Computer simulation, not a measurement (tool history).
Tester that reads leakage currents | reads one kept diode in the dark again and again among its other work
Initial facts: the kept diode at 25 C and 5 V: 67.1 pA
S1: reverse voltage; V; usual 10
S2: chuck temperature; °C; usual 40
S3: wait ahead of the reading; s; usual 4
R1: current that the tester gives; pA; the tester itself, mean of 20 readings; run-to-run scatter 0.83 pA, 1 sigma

run	day	S1	S2	S3	R1
1	0	10	40	4	281.2
2	2.992	10	40	4	282.17
3	4.642	10	40	4	281.86
4	7.758	10	40	4	284.03
5	9.562	10	40	1.67	285.91
6	11.758	10	21	4	79.24
7	15.542	10	21	4	79.17
8	17.3	10	21	4	79.76
9	19.054	10	21	4	80.62
10	22.908	10	21	4	80.85
11	26.954	10	21	4	81.9
12	30.138	10	40	4	289.89
13	34.029	10	40	4	290.84
14	37.642	10	40	4	291.75
15	40.892	10	40	4	292.62
16	42.771	10	40	4	294.77
17	45.583	10	40	4	293.53
18	49.112	10	38	4	259.09
19	52.346	10	38	4	259.37
20	55.525	10	40	4	297.42
21	58.838	10	40	4	296.68
22	62.825	10	40	4	299.81
23	66.292	10	40	0.49	303.51
24	67.958	10	40	0.49	305.59
25	71.988	10	40	0.49	308.15
26	75.954	6.6	40	1.03	245.41
27	77.729	13.9	40	9.34	360.16
28	79.704	15.6	29	1.36	196.21
29	82.95	8.2	37	7.2	224.92
30	85.379	10	24	8.29	110.88
31	88.842	15	24	8.77	135.86
32	91.588	10	40	2.3	292.94
33	94.317	10	55	2.3	739.07
34	98.312	3.8	44	4.24	228.52
35	101.45	15.9	46	4.39	550.72
36	105.112	15.9	46	4.39	550.83
37	107.083	13.2	30	4.39	187.45
38	110.117	5.2	40	0.33	214.66
39	112.733	2.4	40	0.33	141.57

Not shown: 1 entry that the log had between the listed runs. Between which runs, and how does the tool's hidden state differ before and after?
After run 30, before run 31: chuck's temperature calibrated (day 86.171)
  stray current of the dirty probe card, pA a volt: 1.772 -> 1.817; current scale over the true one, %: -1.63 -> -1.65; true chuck temperature over the reading, C: 0.84 -> 0.19
  measured result minus the result with no hidden state, R1: +21.47 -> +26.24 pA
